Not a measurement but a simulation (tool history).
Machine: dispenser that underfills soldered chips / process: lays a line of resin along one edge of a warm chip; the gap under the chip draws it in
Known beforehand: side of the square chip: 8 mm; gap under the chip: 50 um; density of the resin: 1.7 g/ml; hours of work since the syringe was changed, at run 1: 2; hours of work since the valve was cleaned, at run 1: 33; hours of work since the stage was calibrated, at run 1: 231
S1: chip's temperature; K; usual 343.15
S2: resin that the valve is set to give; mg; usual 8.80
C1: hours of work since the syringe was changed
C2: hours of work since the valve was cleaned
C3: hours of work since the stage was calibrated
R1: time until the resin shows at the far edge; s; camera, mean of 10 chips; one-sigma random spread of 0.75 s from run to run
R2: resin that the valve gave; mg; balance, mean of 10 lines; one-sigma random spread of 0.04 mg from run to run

run   hour      S1     S2  C1  C2   C3     R1     R2
  1    0.0  343.15   8.80   2  33  231   76.4   8.56
       8.0  -- new syringe of resin
  2    8.0  343.15   8.80   0  38  236   63.9   8.54
  3   12.5  343.15   8.80   3  41  239   78.0   8.56
  4   17.7  343.15   7.71   6  44  242   98.0   7.48
      19.8  -- new syringe of resin
  5   23.7  343.15  10.32   3  48  246   73.1  10.01
  6   29.2  343.15  10.32   6  51  249   96.3  10.00
      31.6  -- new syringe of resin
  7   39.6  343.15  10.32   5  58  255   88.9   9.87
      44.0  -- new syringe of resin
      46.5  -- dispensing valve cleaned and set on the balance
  8   50.6  343.15   8.80   4   3  262   83.1   8.77
      56.9  -- new syringe of resin
  9   58.6  343.15   8.80   1   8  267   71.3   8.76
 10   65.0  343.15   8.80   5  12  271   93.1   8.78
      69.2  -- new syringe of resin
 11   70.3  343.15   8.80   1  15  274   67.7   8.70
 12   78.2  343.15   8.80   6  20  279   92.4   8.65
      81.3  -- new syringe of resin
 13   84.8  343.15   9.94   2  24  283   73.7   9.73
      92.9  -- new syringe of resin
 14   93.4  343.15   8.80   0  29  288   66.7   8.63
 15  103.5  343.15   8.80   7  36  295  101.0   8.62
     105.1  -- new syringe of resin
 16  111.5  343.15   8.80   4  40  299   85.2   8.61
     116.9  -- new syringe of resin
 17  117.6  343.15   8.80   0  44  303   68.2   8.59
 18  123.8  343.15   8.80   4  48  307   87.9   8.58
     128.6  -- new syringe of resin
 19  128.6  353.15  10.81   0  51  310   38.5  10.47
 20  138.9  350.15   8.63   7  57  316   68.7   8.30
     140.9  -- new syringe of resin
     145.7  -- dispensing valve cleaned and set on the balance
 21  148.2  344.15   7.65   4   2  321   80.3   7.67
     154.0  -- new syringe of resin
 22  155.3  334.15   8.01   1   6  326  111.2   7.97
 23  163.2  332.15   9.38   6  11  331  166.6   9.37
     165.6  -- new syringe of resin
 24  168.5  354.15  10.27   2  14  334   40.3  10.18
     177.5  -- new syringe of resin
 25  178.5  342.15   9.94   1  20  340   68.9   9.82
 26  184.4  342.15   9.94   4  24  344   87.8   9.81
     189.8  -- new syringe of resin
 27  191.3  339.15  10.19   1  28  348   81.3   9.97
 28  199.1  358.15   8.80   6  33  353   43.5   8.63
     201.7  -- new syringe of resin
 29  206.0  355.15   8.93   3  37  357   41.1   8.76
     213.8  -- new syringe of resin
 30  214.3  353.15   7.82   0  42  362   40.3   7.59
 31  222.2  357.15   9.24   5  47  367   43.7   8.99
     225.7  -- new syringe of resin
 32  227.7  336.15   9.20   1  51  371   98.8   8.89
 33  232.4  342.15   9.20   4  54  374   88.7   8.84
     237.5  -- new syringe of resin
 34  239.0  342.15   9.20   1  58  378   73.6   8.86
     245.1  -- dispensing valve cleaned and set on the balance
 35  246.1  342.15   9.18   5   1  382   90.6   9.18

What would each run have given without the hidden state, its run-to-run variation left as it was?
Hidden state at play: resin's viscosity, % of fresh resin's; dose that the valve gives, % of what is set; true chip temperature over the reading, C; drift of the gauge itself on fill_s, %; drift of the gauge itself on given_mg, %.
run     R1     R2
  1   68.4   8.76
  2   67.9   8.78
  3   69.1   8.81
  4   69.9   7.72
  5   65.1  10.35
  6   68.8  10.37
  7   67.2  10.28
  8   68.9   8.77
  9   69.1   8.78
 10   69.7   8.82
 11   68.8   8.76
 12   68.3   8.74
 13   67.4   9.86
 14   68.5   8.77
 15   68.5   8.81
 16   68.5   8.82
 17   69.8   8.82
 18   70.0   8.84
 19   40.7  10.81
 20   47.5   8.61
 21   66.4   7.68
 22  113.7   8.00
 23  123.9   9.44
 24   38.0  10.28
 25   71.2   9.95
 26   71.4   9.97
 27   82.7  10.17
 28   31.9   8.83
 29   37.0   8.98
 30   42.5   7.80
 31   33.5   9.28
 32   98.3   9.19
 33   72.8   9.17
 34   73.6   9.21
 35   70.8   9.19
